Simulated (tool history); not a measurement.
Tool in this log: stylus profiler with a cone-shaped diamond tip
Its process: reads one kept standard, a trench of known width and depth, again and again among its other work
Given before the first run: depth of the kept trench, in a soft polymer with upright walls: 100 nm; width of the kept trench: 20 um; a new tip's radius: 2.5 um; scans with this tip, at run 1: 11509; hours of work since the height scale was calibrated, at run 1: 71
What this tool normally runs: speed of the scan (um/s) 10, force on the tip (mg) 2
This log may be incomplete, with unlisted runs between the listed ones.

| run | day | speed of the scan (um/s) | force on the tip (mg) | scans with this tip | hours of work since the height scale was calibrated | depth of the trench (Å) | width of the trench's floor (nm) |
|---|---|---|---|---|---|---|---|
| 1 | 0 | 10 | 2 | 11509 | 71 | 1010.6 | 18520 |
| 2 | 2.738 | 10 | 2 | 12043 | 121 | 1010.1 | 18510 |
| 3 | 6.042 | 10 | 1.35 | 12688 | 182 | 1007.8 | 18560 |
| 4 | 8.654 | 10 | 1.35 | 13198 | 230 | 1008 | 18550 |
| 5 | 12.512 | 10 | 1.35 | 13953 | 301 | 1008 | 18610 |
| 6 | 15.417 | 10 | 1.35 | 14520 | 355 | 1007.9 | 18580 |
| 7 | 18.675 | 10 | 1.35 | 15156 | 415 | 1008 | 18580 |
| 8 | 21.65 | 10 | 2 | 15737 | 469 | 1010.6 | 18550 |
| 9 | 25.462 | 10 | 2 | 16481 | 540 | 1010.8 | 18490 |
| 10 | 27.042 | 10 | 2 | 16790 | 569 | 1010.7 | 18520 |
| 11 | 30.225 | 10 | 2 | 17412 | 627 | 1010.2 | 18520 |
|  | 31.012 | new tip fitted, height scale calibrated |
| 12 | 33.15 | 10 | 3.37 | 418 | 39 | 1014.6 | 18530 |
| 13 | 35.533 | 10 | 3.37 | 883 | 83 | 1014.7 | 18600 |
| 14 | 39.092 | 10 | 3.37 | 1578 | 149 | 1015.1 | 18570 |
| 15 | 42.95 | 10 | 0.91 | 2332 | 220 | 1006 | 18510 |
| 16 | 46.604 | 10 | 0.91 | 3045 | 287 | 1006 | 18540 |
| 17 | 48.304 | 10 | 2.62 | 3377 | 319 | 1012.4 | 18530 |
| 18 | 52.154 | 10 | 2.62 | 4129 | 390 | 1012.5 | 18560 |
| 19 | 54.508 | 10 | 2.62 | 4589 | 433 | 1012.8 | 18550 |
| 20 | 57.804 | 10 | 2.62 | 5233 | 494 | 1012.5 | 18570 |
| 21 | 61.492 | 12 | 1.73 | 5953 | 562 | 1009.2 | 18580 |
| 22 | 64.525 | 11 | 4.41 | 6546 | 618 | 1018 | 18600 |
| 23 | 67.304 | 11 | 4.41 | 7088 | 669 | 1017.4 | 18560 |
| 24 | 69.738 | 19 | 5.98 | 7563 | 714 | 1021.8 | 18590 |
| 25 | 72.954 | 17 | 2.58 | 8192 | 773 | 1012.7 | 18560 |
| 26 | 76.088 | 17 | 2.58 | 8804 | 831 | 1012.4 | 18530 |
| 27 | 78.525 | 3 | 2.85 | 9280 | 875 | 1013.6 | 18590 |
| 28 | 81.512 | 3 | 0.91 | 9863 | 931 | 1006.3 | 18560 |
| 29 | 83.804 | 3 | 0.91 | 10310 | 973 | 1005.7 | 18550 |

Run 30, settings as shown, results not yet in. Your forecast:
|  | 85.225 | height scale calibrated on a step standard |
| 30 | 85.633 | 27 | 1.33 | 10664 | 7 | ? | ? |

depth of the trench (Å): 1007.7
width of the trench's floor (nm): 18450
Take away the tool's hidden state, keep the run-to-run variation as it was, and the same run would have given depth of the trench (Å) 1007.7, width of the trench's floor (nm) 18470.
